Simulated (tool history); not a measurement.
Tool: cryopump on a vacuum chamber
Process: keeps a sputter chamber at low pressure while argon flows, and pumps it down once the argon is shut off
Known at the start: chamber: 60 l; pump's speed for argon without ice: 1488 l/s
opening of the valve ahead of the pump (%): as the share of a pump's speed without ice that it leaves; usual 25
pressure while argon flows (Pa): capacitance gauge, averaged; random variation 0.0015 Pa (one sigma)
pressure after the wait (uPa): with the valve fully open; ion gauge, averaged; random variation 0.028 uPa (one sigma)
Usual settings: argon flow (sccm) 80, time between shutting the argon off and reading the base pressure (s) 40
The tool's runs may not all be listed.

run,day,argon flow (sccm),time between shutting the argon off and reading the base pressure (s),opening of the valve ahead of the pump (%),pressure while argon flows (Pa),pressure after the wait (uPa)
1,0,80,40,25,0.3687,2.24
2,0.742,80,40,25,0.3696,2.34
3,1.538,80,40,25,0.3702,2.27
4,2.358,45,40,25,0.2103,2.41
5,3.362,45,40,25,0.208,2.37
6,4.925,126,40,25,0.593,2.35
7,6.662,61,40,25,0.2835,2.52
8,7.746,88,58,34,0.3047,2.1
9,9.258,88,58,34,0.3063,2.18
10,10.908,80,265,30,0.3142,1.55
11,12.267,80,33,25,0.3733,2.77
12,13.229,56,43,17,0.3819,2.48

The same runs without the tool's hidden state, with the same run-to-run variation:
The hidden state here: pump's speed, % of a pump's without ice; cold plate's temperature, K; leak into the chamber, uPa l/s; drift of the gauge itself on working_pa, %; drift of the gauge itself on base_upa, %.
run,pressure while argon flows (Pa),pressure after the wait (uPa)
1,0.3625,1.27
2,0.3631,1.33
3,0.3634,1.29
4,0.2063,1.36
5,0.2039,1.33
6,0.5802,1.29
7,0.2768,1.37
8,0.2947,0.96
9,0.2956,1.01
10,0.3038,0.36
11,0.3624,1.54
12,0.3741,1.22
